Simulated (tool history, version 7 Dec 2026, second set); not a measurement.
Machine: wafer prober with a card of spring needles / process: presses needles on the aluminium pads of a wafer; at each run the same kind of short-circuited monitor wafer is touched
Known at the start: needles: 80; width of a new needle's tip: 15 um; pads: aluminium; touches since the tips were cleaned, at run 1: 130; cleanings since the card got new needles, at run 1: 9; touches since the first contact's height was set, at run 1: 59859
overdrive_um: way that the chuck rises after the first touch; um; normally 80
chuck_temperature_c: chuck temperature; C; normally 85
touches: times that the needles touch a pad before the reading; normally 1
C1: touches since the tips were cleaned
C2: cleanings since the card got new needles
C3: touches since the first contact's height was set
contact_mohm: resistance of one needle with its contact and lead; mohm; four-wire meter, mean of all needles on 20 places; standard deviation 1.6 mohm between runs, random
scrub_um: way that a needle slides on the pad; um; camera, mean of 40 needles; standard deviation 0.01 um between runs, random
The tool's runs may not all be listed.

run 1 day=0.000 | overdrive_um=80 chuck_temperature_c=85 touches=1 | C1=130 C2=9 C3=59859 | contact_mohm=161 scrub_um=13.48
-- day=0.450 tips cleaned on abrasive film
run 2 day=0.450 | overdrive_um=80 chuck_temperature_c=85 touches=1 | C1=0 C2=10 C3=65877 | contact_mohm=159 scrub_um=13.48
-- day=0.900 tips cleaned on abrasive film
run 3 day=0.950 | overdrive_um=80 chuck_temperature_c=85 touches=1 | C1=710 C2=11 C3=72590 | contact_mohm=160 scrub_um=13.46
-- day=1.154 height of the first contact set anew
-- day=1.342 tips cleaned on abrasive film
-- day=1.817 tips cleaned on abrasive film
run 4 day=1.842 | overdrive_um=80 chuck_temperature_c=85 touches=1 | C1=370 C2=13 C3=9173 | contact_mohm=158 scrub_um=13.46
-- day=2.288 tips cleaned on abrasive film
run 5 day=2.300 | overdrive_um=80 chuck_temperature_c=85 touches=1 | C1=151 C2=14 C3=15295 | contact_mohm=159 scrub_um=13.44
-- day=2.738 tips cleaned on abrasive film
run 6 day=2.738 | overdrive_um=80 chuck_temperature_c=85 touches=1 | C1=0 C2=15 C3=21149 | contact_mohm=159 scrub_um=13.44
-- day=3.162 tips cleaned on abrasive film
run 7 day=3.433 | overdrive_um=80 chuck_temperature_c=85 touches=1 | C1=3642 C2=16 C3=30504 | contact_mohm=157 scrub_um=13.43
-- day=3.646 tips cleaned on abrasive film
-- day=4.088 tips cleaned on abrasive film
run 8 day=4.088 | overdrive_um=80 chuck_temperature_c=85 touches=1 | C1=0 C2=18 C3=39247 | contact_mohm=159 scrub_um=13.44
-- day=4.533 tips cleaned on abrasive film
run 9 day=4.858 | overdrive_um=80 chuck_temperature_c=85 touches=1 | C1=4399 C2=19 C3=49581 | contact_mohm=160 scrub_um=13.42
-- day=4.962 tips cleaned on abrasive film
-- day=5.408 tips cleaned on abrasive film
run 10 day=5.458 | overdrive_um=80 chuck_temperature_c=33 touches=1 | C1=690 C2=21 C3=57561 | contact_mohm=149 scrub_um=13.44
-- day=5.883 tips cleaned on abrasive film
-- day=6.321 tips cleaned on abrasive film
run 11 day=6.321 | overdrive_um=80 chuck_temperature_c=33 touches=1 | C1=0 C2=23 C3=69132 | contact_mohm=147 scrub_um=13.39
-- day=6.750 tips cleaned on abrasive film
-- day=6.762 height of the first contact set anew
run 12 day=7.154 | overdrive_um=80 chuck_temperature_c=33 touches=1 | C1=5321 C2=24 C3=5321 | contact_mohm=151 scrub_um=13.39
-- day=7.221 tips cleaned on abrasive film
run 13 day=7.612 | overdrive_um=80 chuck_temperature_c=29 touches=1 | C1=5302 C2=25 C3=11432 | contact_mohm=149 scrub_um=13.38
-- day=7.696 tips cleaned on abrasive film
-- day=8.138 tips cleaned on abrasive film
run 14 day=8.362 | overdrive_um=80 chuck_temperature_c=85 touches=1 | C1=3016 C2=27 C3=21463 | contact_mohm=158 scrub_um=13.39
-- day=8.571 tips cleaned on abrasive film
-- day=8.996 tips cleaned on abrasive film
run 15 day=8.996 | overdrive_um=80 chuck_temperature_c=85 touches=1 | C1=0 C2=29 C3=29901 | contact_mohm=159 scrub_um=13.40
-- day=9.442 tips cleaned on abrasive film
run 16 day=9.833 | overdrive_um=80 chuck_temperature_c=85 touches=1 | C1=5275 C2=30 C3=41161 | contact_mohm=159 scrub_um=13.38
-- day=9.888 tips cleaned on abrasive film
-- day=10.342 tips cleaned on abrasive film
run 17 day=10.696 | overdrive_um=64 chuck_temperature_c=27 touches=1 | C1=4825 C2=32 C3=52719 | contact_mohm=152 scrub_um=10.70
-- day=10.817 tips cleaned on abrasive film
run 18 day=11.133 | overdrive_um=61 chuck_temperature_c=102 touches=2 | C1=4299 C2=33 C3=58566 | contact_mohm=167 scrub_um=10.20
-- day=11.258 tips cleaned on abrasive film
run 19 day=11.571 | overdrive_um=61 chuck_temperature_c=102 touches=2 | C1=4240 C2=34 C3=64418 | contact_mohm=163 scrub_um=10.19
-- day=11.708 tips cleaned on abrasive film
run 20 day=12.017 | overdrive_um=99 chuck_temperature_c=28 touches=2 | C1=4175 C2=35 C3=70362 | contact_mohm=147 scrub_um=16.52
-- day=12.183 tips cleaned on abrasive film
-- day=12.396 height of the first contact set anew
run 21 day=12.417 | overdrive_um=65 chuck_temperature_c=106 touches=1 | C1=2980 C2=36 C3=259 | contact_mohm=166 scrub_um=10.85
-- day=12.621 tips cleaned on abrasive film
run 22 day=12.842 | overdrive_um=61 chuck_temperature_c=106 touches=2 | C1=2983 C2=37 C3=5947 | contact_mohm=168 scrub_um=10.19
-- day=13.050 tips cleaned on abrasive film
-- day=13.496 tips cleaned on abrasive film
run 23 day=13.500 | overdrive_um=60 chuck_temperature_c=106 touches=3 | C1=25 C2=39 C3=14727 | contact_mohm=167 scrub_um=10.01
-- day=13.746 gauge calibrated
run 24 day=13.871 | overdrive_um=92 chuck_temperature_c=32 touches=1 | C1=5045 C2=39 C3=19747 | contact_mohm=148 scrub_um=15.47
-- day=13.958 tips cleaned on abrasive film
-- day=14.425 tips cleaned on abrasive film
run 25 day=14.425 | overdrive_um=92 chuck_temperature_c=32 touches=1 | C1=0 C2=41 C3=27092 | contact_mohm=147 scrub_um=15.48
-- day=14.871 tips cleaned on abrasive film
run 26 day=15.121 | overdrive_um=92 chuck_temperature_c=32 touches=1 | C1=3368 C2=42 C3=36452 | contact_mohm=146 scrub_um=15.46
-- day=15.317 tips cleaned on abrasive film
-- day=15.779 tips cleaned on abrasive film
run 27 day=15.842 | overdrive_um=80 chuck_temperature_c=85 touches=1 | C1=889 C2=44 C3=46103 | contact_mohm=160 scrub_um=13.44
-- day=16.229 tips cleaned on abrasive film
run 28 day=16.588 | overdrive_um=80 chuck_temperature_c=117 touches=1 | C1=4866 C2=45 C3=56116 | contact_mohm=163 scrub_um=13.43
-- day=16.667 tips cleaned on abrasive film
run 29 day=16.996 | overdrive_um=61 chuck_temperature_c=117 touches=1 | C1=4432 C2=46 C3=61536 | contact_mohm=166 scrub_um=10.24
-- day=17.133 tips cleaned on abrasive film
run 30 day=17.550 | overdrive_um=61 chuck_temperature_c=117 touches=1 | C1=5649 C2=47 C3=69010 | contact_mohm=169 scrub_um=10.22
-- day=17.600 tips cleaned on abrasive film
run 31 day=17.946 | overdrive_um=61 chuck_temperature_c=64 touches=1 | C1=4665 C2=48 C3=74281 | contact_mohm=161 scrub_um=10.23
-- day=18.021 height of the first contact set anew
-- day=18.104 tips cleaned on abrasive film
-- day=18.588 tips cleaned on abrasive film
run 32 day=18.792 | overdrive_um=79 chuck_temperature_c=59 touches=1 | C1=2737 C2=50 C3=10261 | contact_mohm=155 scrub_um=13.26

3 ways to go on from here, each from the tool as it stands after run 32. What would each give?
-- day=19.058 tips cleaned on abrasive film
-- day=19.529 tips cleaned on abrasive film
run A day=19.612 | overdrive_um=83 chuck_temperature_c=93 touches=1 | C1=1140 C2=52 C3=21265 | contact_mohm=? scrub_um=?
-- day=19.058 tips cleaned on abrasive film
-- day=19.529 tips cleaned on abrasive film
run B day=19.612 | overdrive_um=81 chuck_temperature_c=85 touches=1 | C1=1140 C2=52 C3=21265 | contact_mohm=? scrub_um=?
-- day=19.058 tips cleaned on abrasive film
-- day=19.529 tips cleaned on abrasive film
run C day=19.612 | overdrive_um=63 chuck_temperature_c=44 touches=3 | C1=1140 C2=52 C3=21265 | contact_mohm=? scrub_um=?

run=A contact_mohm=157 scrub_um=13.92
run=B contact_mohm=160 scrub_um=13.59
run=C contact_mohm=153 scrub_um=10.55
With the hidden condition removed and each run's random variation left untouched, the same runs would have given:
run=A contact_mohm=157 scrub_um=13.97
run=B contact_mohm=160 scrub_um=13.64
run=C contact_mohm=153 scrub_um=10.59
